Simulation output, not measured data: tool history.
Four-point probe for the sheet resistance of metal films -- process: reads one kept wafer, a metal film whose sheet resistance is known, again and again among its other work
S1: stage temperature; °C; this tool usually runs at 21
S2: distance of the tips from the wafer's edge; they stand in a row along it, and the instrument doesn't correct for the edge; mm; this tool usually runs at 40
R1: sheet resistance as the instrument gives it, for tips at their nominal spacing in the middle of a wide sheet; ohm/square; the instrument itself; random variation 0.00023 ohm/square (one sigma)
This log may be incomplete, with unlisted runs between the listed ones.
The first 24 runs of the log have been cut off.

{"run": 25, "hour": 1596.9, "S1": 21, "S2": 4, "R1": 1.205376}
{"run": 26, "hour": 1635.4, "S1": 24, "S2": 14, "R1": 1.171485}
{"run": 27, "hour": 1709.3, "S1": 26, "S2": 19, "R1": 1.171222}
{"run": 28, "hour": 1783.1, "S1": 25, "S2": 30, "R1": 1.169764}
{"run": 29, "hour": 1851.6, "S1": 25, "S2": 30, "R1": 1.169531}
{"run": 30, "hour": 1942.3, "S1": 31, "S2": 6, "R1": 1.188194}
{"run": 31, "hour": 2013.3, "S1": 21, "S2": 5, "R1": 1.191808}
{"hour": 2043.2, "done": "new probe head fitted"}
{"run": 32, "hour": 2088.6, "S1": 30, "S2": 32, "R1": 1.171209}
{"run": 33, "hour": 2160.5, "S1": 32, "S2": 15, "R1": 1.174176}
{"run": 34, "hour": 2228.6, "S1": 32, "S2": 15, "R1": 1.174331}
{"run": 35, "hour": 2273.1, "S1": 35, "S2": 20, "R1": 1.174192}
{"run": 36, "hour": 2324.7, "S1": 22, "S2": 3, "R1": 1.233508}
{"run": 37, "hour": 2366.2, "S1": 27, "S2": 53, "R1": 1.170062}
{"run": 38, "hour": 2445.9, "S1": 19, "S2": 7, "R1": 1.178973}
{"run": 39, "hour": 2490.7, "S1": 19, "S2": 3, "R1": 1.232218}
{"run": 40, "hour": 2535.9, "S1": 19, "S2": 3, "R1": 1.232187}
{"run": 41, "hour": 2603.4, "S1": 20, "S2": 40, "R1": 1.167077}
{"run": 42, "hour": 2681.2, "S1": 30, "S2": 10, "R1": 1.17723}

Run 43 has not been measured yet. What should we expect?
{"run": 43, "hour": 2720.3, "S1": 28, "S2": 62, "R1": "?"}

R1: 1.169968 ohm/square
With the hidden condition absent and the run-to-run variation left alone, this run would have shown R1 1.169966 ohm/square.
